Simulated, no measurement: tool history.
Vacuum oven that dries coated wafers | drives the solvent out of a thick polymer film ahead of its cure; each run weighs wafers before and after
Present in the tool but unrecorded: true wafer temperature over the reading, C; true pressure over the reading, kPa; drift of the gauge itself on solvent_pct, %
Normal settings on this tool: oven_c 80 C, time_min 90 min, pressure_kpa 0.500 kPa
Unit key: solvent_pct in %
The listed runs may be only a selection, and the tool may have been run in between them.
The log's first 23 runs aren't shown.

run   hour  oven_c  time_min  pressure_kpa  hours of work since the thermocouples were calibrated  hours of work since the vacuum gauge was cleaned of residue  solvent_pct
 24  244.8      89        52         0.289                                                    380                                                          153         2.04
 25  258.5      73        49         0.264                                                    387                                                          160         5.53
 26  267.0      72        90         0.588                                                    391                                                          164         2.93
 27  283.1      80        90         1.430                                                    399                                                          171         1.96
 28  293.9      80        90         1.430                                                    404                                                          177         1.99
 29  308.2      80        90         1.430                                                    411                                                          183         2.01
 30  315.3      87       150         0.943                                                    414                                                          187         0.53
 31  326.6      94        80         0.553                                                    420                                                          192         0.51
 32  341.5      66        90         0.500                                                    427                                                          199         4.28
 33  356.0      66        90         0.996                                                    434                                                          206         4.67
 34  364.8      85        72         0.500                                                    438                                                          211         1.52
 35  373.8      85        72         0.500                                                    442                                                          215         1.60
 36  384.0      76        90         0.866                                                    447                                                          220         2.34
 37  391.6      76        90         0.694                                                    451                                                          224         2.27
 38  406.2      90        74         0.694                                                    458                                                          231         1.01

Consider 5 possible next runs. They are alternatives, not a sequence: every one starts from the tool as it was left by run 38. What does each give?
  A  417.3      90        63         1.380                                                    463                                                          236            ?
  B  417.3      67        90         0.420                                                    463                                                          236            ?
  C  417.3      78        99         0.764                                                    463                                                          236            ?
  D  417.3      90       148         0.694                                                    463                                                          236            ?
  E  417.3      72       101         1.069                                                    463                                                          236            ?

run  solvent_pct
  A         1.60
  B         3.93
  C         1.75
  D         0.31
  E         2.83
What these runs would have given with no unlogged condition in the tool:
run  solvent_pct
  A         1.60
  B         3.93
  C         1.75
  D         0.31
  E         2.83
